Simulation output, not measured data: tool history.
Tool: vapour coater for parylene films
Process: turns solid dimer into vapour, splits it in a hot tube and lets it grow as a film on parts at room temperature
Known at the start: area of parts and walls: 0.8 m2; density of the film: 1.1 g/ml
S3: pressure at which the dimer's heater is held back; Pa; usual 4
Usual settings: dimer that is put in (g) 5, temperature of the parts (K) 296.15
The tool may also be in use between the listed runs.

run 1 hour=0 | dimer_that_is_put_in_(g)=5 temperature_of_the_parts_(K)=296.15 S3=4 | thickness_of_the_film_(um)=3.59
run 2 hour=17.1 | dimer_that_is_put_in_(g)=5 temperature_of_the_parts_(K)=296.15 S3=4 | thickness_of_the_film_(um)=3.51
run 3 hour=39.2 | dimer_that_is_put_in_(g)=5 temperature_of_the_parts_(K)=296.15 S3=4 | thickness_of_the_film_(um)=3.55
run 4 hour=57.6 | dimer_that_is_put_in_(g)=5 temperature_of_the_parts_(K)=296.15 S3=4 | thickness_of_the_film_(um)=3.57
run 5 hour=81.2 | dimer_that_is_put_in_(g)=2 temperature_of_the_parts_(K)=296.15 S3=4 | thickness_of_the_film_(um)=1.42
-- hour=89.5 trap's valve overhauled
run 6 hour=99.3 | dimer_that_is_put_in_(g)=3 temperature_of_the_parts_(K)=296.15 S3=4 | thickness_of_the_film_(um)=2.42
run 7 hour=115.1 | dimer_that_is_put_in_(g)=3 temperature_of_the_parts_(K)=296.15 S3=4 | thickness_of_the_film_(um)=2.33
run 8 hour=135.9 | dimer_that_is_put_in_(g)=3 temperature_of_the_parts_(K)=296.15 S3=4 | thickness_of_the_film_(um)=2.32
run 9 hour=160.4 | dimer_that_is_put_in_(g)=5 temperature_of_the_parts_(K)=296.15 S3=4 | thickness_of_the_film_(um)=3.89
run 10 hour=183.3 | dimer_that_is_put_in_(g)=5 temperature_of_the_parts_(K)=296.15 S3=4 | thickness_of_the_film_(um)=3.9
run 11 hour=209 | dimer_that_is_put_in_(g)=5 temperature_of_the_parts_(K)=296.15 S3=4 | thickness_of_the_film_(um)=3.83
run 12 hour=234.6 | dimer_that_is_put_in_(g)=5 temperature_of_the_parts_(K)=296.15 S3=4 | thickness_of_the_film_(um)=3.84
run 13 hour=260.9 | dimer_that_is_put_in_(g)=5 temperature_of_the_parts_(K)=296.15 S3=4 | thickness_of_the_film_(um)=3.85
run 14 hour=286.6 | dimer_that_is_put_in_(g)=5 temperature_of_the_parts_(K)=296.15 S3=4 | thickness_of_the_film_(um)=3.82
run 15 hour=308.9 | dimer_that_is_put_in_(g)=5 temperature_of_the_parts_(K)=296.15 S3=4 | thickness_of_the_film_(um)=3.8
run 16 hour=321.1 | dimer_that_is_put_in_(g)=5 temperature_of_the_parts_(K)=296.15 S3=4 | thickness_of_the_film_(um)=3.83
-- hour=323.3 table's thermometer calibrated
run 17 hour=335.1 | dimer_that_is_put_in_(g)=5 temperature_of_the_parts_(K)=296.15 S3=4 | thickness_of_the_film_(um)=3.7
run 18 hour=349.2 | dimer_that_is_put_in_(g)=5 temperature_of_the_parts_(K)=296.15 S3=4 | thickness_of_the_film_(um)=3.73
run 19 hour=366.3 | dimer_that_is_put_in_(g)=4 temperature_of_the_parts_(K)=296.15 S3=4 | thickness_of_the_film_(um)=2.96
run 20 hour=380.9 | dimer_that_is_put_in_(g)=5 temperature_of_the_parts_(K)=296.15 S3=4 | thickness_of_the_film_(um)=3.71
run 21 hour=398 | dimer_that_is_put_in_(g)=8 temperature_of_the_parts_(K)=295.15 S3=9.72 | thickness_of_the_film_(um)=5.54
run 22 hour=410.1 | dimer_that_is_put_in_(g)=5 temperature_of_the_parts_(K)=293.15 S3=3.73 | thickness_of_the_film_(um)=4.17
run 23 hour=431.5 | dimer_that_is_put_in_(g)=5 temperature_of_the_parts_(K)=291.15 S3=6.31 | thickness_of_the_film_(um)=4.23
-- hour=449.4 table's thermometer calibrated, once more
run 24 hour=457.6 | dimer_that_is_put_in_(g)=7 temperature_of_the_parts_(K)=288.15 S3=3.08 | thickness_of_the_film_(um)=7.37
run 25 hour=477.2 | dimer_that_is_put_in_(g)=7 temperature_of_the_parts_(K)=288.15 S3=3.08 | thickness_of_the_film_(um)=7.29
run 26 hour=496.4 | dimer_that_is_put_in_(g)=2 temperature_of_the_parts_(K)=288.15 S3=5.62 | thickness_of_the_film_(um)=2.08
run 27 hour=507.5 | dimer_that_is_put_in_(g)=2 temperature_of_the_parts_(K)=288.15 S3=5.62 | thickness_of_the_film_(um)=1.96
run 28 hour=523.8 | dimer_that_is_put_in_(g)=4 temperature_of_the_parts_(K)=291.15 S3=4 | thickness_of_the_film_(um)=3.71
run 29 hour=543.6 | dimer_that_is_put_in_(g)=4 temperature_of_the_parts_(K)=293.15 S3=6.61 | thickness_of_the_film_(um)=3.3
run 30 hour=564.2 | dimer_that_is_put_in_(g)=4 temperature_of_the_parts_(K)=293.15 S3=6.61 | thickness_of_the_film_(um)=3.24
run 31 hour=579.2 | dimer_that_is_put_in_(g)=6 temperature_of_the_parts_(K)=288.15 S3=2.47 | thickness_of_the_film_(um)=6.18
run 32 hour=594.3 | dimer_that_is_put_in_(g)=5 temperature_of_the_parts_(K)=291.15 S3=6.4 | thickness_of_the_film_(um)=4.4
run 33 hour=605.7 | dimer_that_is_put_in_(g)=5 temperature_of_the_parts_(K)=291.15 S3=4.17 | thickness_of_the_film_(um)=4.62
run 34 hour=629.2 | dimer_that_is_put_in_(g)=5 temperature_of_the_parts_(K)=305.15 S3=9.13 | thickness_of_the_film_(um)=2.29
run 35 hour=654.6 | dimer_that_is_put_in_(g)=5 temperature_of_the_parts_(K)=305.15 S3=9.13 | thickness_of_the_film_(um)=2.38
run 36 hour=672.3 | dimer_that_is_put_in_(g)=5 temperature_of_the_parts_(K)=296.15 S3=4 | thickness_of_the_film_(um)=3.71
run 37 hour=685.4 | dimer_that_is_put_in_(g)=2 temperature_of_the_parts_(K)=292.15 S3=4 | thickness_of_the_film_(um)=1.71
run 38 hour=705 | dimer_that_is_put_in_(g)=9 temperature_of_the_parts_(K)=300.15 S3=5.99 | thickness_of_the_film_(um)=5.46
run 39 hour=721 | dimer_that_is_put_in_(g)=8 temperature_of_the_parts_(K)=300.15 S3=5.99 | thickness_of_the_film_(um)=4.8
run 40 hour=742.1 | dimer_that_is_put_in_(g)=8 temperature_of_the_parts_(K)=300.15 S3=5.99 | thickness_of_the_film_(um)=4.78

Forecast each of these 3 alternatives for the next run:
run A hour=760.9 | dimer_that_is_put_in_(g)=5 temperature_of_the_parts_(K)=301.15 S3=4 | thickness_of_the_film_(um)=?
run B hour=760.9 | dimer_that_is_put_in_(g)=4 temperature_of_the_parts_(K)=304.15 S3=3.83 | thickness_of_the_film_(um)=?
run C hour=760.9 | dimer_that_is_put_in_(g)=3 temperature_of_the_parts_(K)=299.15 S3=4 | thickness_of_the_film_(um)=?

run=A thickness_of_the_film_(um)=2.98
run=B thickness_of_the_film_(um)=2.16
run=C thickness_of_the_film_(um)=1.97
Without the tool's hidden state the same runs would have given:
run=A thickness_of_the_film_(um)=3.29
run=B thickness_of_the_film_(um)=2.38
run=C thickness_of_the_film_(um)=2.17

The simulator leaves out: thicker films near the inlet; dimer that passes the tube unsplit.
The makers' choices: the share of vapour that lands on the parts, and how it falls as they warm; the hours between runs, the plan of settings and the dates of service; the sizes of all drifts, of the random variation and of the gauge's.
